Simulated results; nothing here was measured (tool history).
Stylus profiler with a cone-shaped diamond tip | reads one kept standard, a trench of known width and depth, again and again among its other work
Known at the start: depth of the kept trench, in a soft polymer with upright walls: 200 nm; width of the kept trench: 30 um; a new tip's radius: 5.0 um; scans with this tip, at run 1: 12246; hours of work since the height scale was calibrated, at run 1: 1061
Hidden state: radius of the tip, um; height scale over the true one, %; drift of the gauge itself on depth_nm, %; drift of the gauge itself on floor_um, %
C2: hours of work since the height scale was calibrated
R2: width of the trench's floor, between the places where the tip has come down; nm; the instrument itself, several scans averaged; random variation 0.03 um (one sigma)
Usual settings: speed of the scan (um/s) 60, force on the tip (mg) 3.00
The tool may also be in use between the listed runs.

run 1 hour=0.0 | speed_of_the_scan_(um/s)=60 force_on_the_tip_(mg)=3.00 | scans_with_this_tip=12246 C2=1061 | depth_of_the_trench_(nm)=203.26 R2=25600
run 2 hour=46.9 | speed_of_the_scan_(um/s)=60 force_on_the_tip_(mg)=3.00 | scans_with_this_tip=12657 C2=1096 | depth_of_the_trench_(nm)=203.40 R2=25560
run 3 hour=118.3 | speed_of_the_scan_(um/s)=60 force_on_the_tip_(mg)=6.24 | scans_with_this_tip=13284 C2=1151 | depth_of_the_trench_(nm)=204.87 R2=25570
run 4 hour=200.9 | speed_of_the_scan_(um/s)=218 force_on_the_tip_(mg)=3.00 | scans_with_this_tip=14008 C2=1213 | depth_of_the_trench_(nm)=203.36 R2=25100
-- hour=220.5 height scale calibrated on a step standard
run 5 hour=248.1 | speed_of_the_scan_(um/s)=218 force_on_the_tip_(mg)=3.00 | scans_with_this_tip=14417 C2=21 | depth_of_the_trench_(nm)=203.79 R2=24990
run 6 hour=282.5 | speed_of_the_scan_(um/s)=218 force_on_the_tip_(mg)=3.00 | scans_with_this_tip=14719 C2=47 | depth_of_the_trench_(nm)=203.84 R2=25030
run 7 hour=335.8 | speed_of_the_scan_(um/s)=218 force_on_the_tip_(mg)=5.84 | scans_with_this_tip=15186 C2=88 | depth_of_the_trench_(nm)=205.17 R2=25090
run 8 hour=382.6 | speed_of_the_scan_(um/s)=28 force_on_the_tip_(mg)=5.84 | scans_with_this_tip=15597 C2=123 | depth_of_the_trench_(nm)=205.18 R2=25430
run 9 hour=453.4 | speed_of_the_scan_(um/s)=28 force_on_the_tip_(mg)=5.84 | scans_with_this_tip=16218 C2=177 | depth_of_the_trench_(nm)=205.22 R2=25340
run 10 hour=489.6 | speed_of_the_scan_(um/s)=28 force_on_the_tip_(mg)=5.84 | scans_with_this_tip=16535 C2=204 | depth_of_the_trench_(nm)=205.09 R2=25310
run 11 hour=534.7 | speed_of_the_scan_(um/s)=28 force_on_the_tip_(mg)=5.84 | scans_with_this_tip=16931 C2=239 | depth_of_the_trench_(nm)=205.18 R2=25250
run 12 hour=617.9 | speed_of_the_scan_(um/s)=28 force_on_the_tip_(mg)=5.84 | scans_with_this_tip=17659 C2=302 | depth_of_the_trench_(nm)=205.37 R2=25240
-- hour=668.8 height scale calibrated on a step standard, once more
run 13 hour=686.7 | speed_of_the_scan_(um/s)=28 force_on_the_tip_(mg)=5.84 | scans_with_this_tip=18259 C2=14 | depth_of_the_trench_(nm)=203.20 R2=25170
run 14 hour=724.7 | speed_of_the_scan_(um/s)=60 force_on_the_tip_(mg)=3.55 | scans_with_this_tip=18592 C2=42 | depth_of_the_trench_(nm)=202.51 R2=25050
run 15 hour=782.0 | speed_of_the_scan_(um/s)=60 force_on_the_tip_(mg)=3.55 | scans_with_this_tip=19094 C2=86 | depth_of_the_trench_(nm)=202.55 R2=25070
run 16 hour=850.2 | speed_of_the_scan_(um/s)=22 force_on_the_tip_(mg)=3.14 | scans_with_this_tip=19692 C2=138 | depth_of_the_trench_(nm)=202.31 R2=25080
run 17 hour=897.7 | speed_of_the_scan_(um/s)=52 force_on_the_tip_(mg)=8.67 | scans_with_this_tip=20109 C2=174 | depth_of_the_trench_(nm)=204.55 R2=25020
run 18 hour=969.7 | speed_of_the_scan_(um/s)=226 force_on_the_tip_(mg)=2.17 | scans_with_this_tip=20740 C2=228 | depth_of_the_trench_(nm)=202.07 R2=24430
run 19 hour=1007.8 | speed_of_the_scan_(um/s)=33 force_on_the_tip_(mg)=4.94 | scans_with_this_tip=21074 C2=257 | depth_of_the_trench_(nm)=203.23 R2=24920
run 20 hour=1066.1 | speed_of_the_scan_(um/s)=38 force_on_the_tip_(mg)=1.90 | scans_with_this_tip=21586 C2=302 | depth_of_the_trench_(nm)=201.72 R2=24830
run 21 hour=1145.3 | speed_of_the_scan_(um/s)=38 force_on_the_tip_(mg)=1.90 | scans_with_this_tip=22280 C2=362 | depth_of_the_trench_(nm)=201.95 R2=24790
run 22 hour=1194.6 | speed_of_the_scan_(um/s)=18 force_on_the_tip_(mg)=2.74 | scans_with_this_tip=22713 C2=399 | depth_of_the_trench_(nm)=202.72 R2=24800
run 23 hour=1246.8 | speed_of_the_scan_(um/s)=49 force_on_the_tip_(mg)=1.94 | scans_with_this_tip=23170 C2=439 | depth_of_the_trench_(nm)=201.88 R2=24690
run 24 hour=1330.2 | speed_of_the_scan_(um/s)=49 force_on_the_tip_(mg)=1.94 | scans_with_this_tip=23901 C2=502 | depth_of_the_trench_(nm)=202.23 R2=24580
run 25 hour=1390.1 | speed_of_the_scan_(um/s)=49 force_on_the_tip_(mg)=1.94 | scans_with_this_tip=24426 C2=548 | depth_of_the_trench_(nm)=202.10 R2=24620
-- hour=1448.0 new tip fitted, height scale calibrated
run 26 hour=1455.7 | speed_of_the_scan_(um/s)=208 force_on_the_tip_(mg)=2.17 | scans_with_this_tip=67 C2=6 | depth_of_the_trench_(nm)=201.71 R2=26590
run 27 hour=1530.3 | speed_of_the_scan_(um/s)=85 force_on_the_tip_(mg)=8.35 | scans_with_this_tip=721 C2=62 | depth_of_the_trench_(nm)=204.66 R2=27000

Forecast each of these 3 alternatives for the next run:
run A hour=1613.5 | speed_of_the_scan_(um/s)=83 force_on_the_tip_(mg)=5.77 | scans_with_this_tip=1450 C2=126 | depth_of_the_trench_(nm)=? R2=?
run B hour=1613.5 | speed_of_the_scan_(um/s)=17 force_on_the_tip_(mg)=3.00 | scans_with_this_tip=1450 C2=126 | depth_of_the_trench_(nm)=? R2=?
run C hour=1613.5 | speed_of_the_scan_(um/s)=98 force_on_the_tip_(mg)=1.03 | scans_with_this_tip=1450 C2=126 | depth_of_the_trench_(nm)=? R2=?

run=A depth_of_the_trench_(nm)=203.51 R2=26890
run=B depth_of_the_trench_(nm)=202.46 R2=27020
run=C depth_of_the_trench_(nm)=201.30 R2=26640
Without the tool's hidden state the same runs would have given:
run=A depth_of_the_trench_(nm)=203.36 R2=27040
run=B depth_of_the_trench_(nm)=202.31 R2=27170
run=C depth_of_the_trench_(nm)=201.15 R2=26790
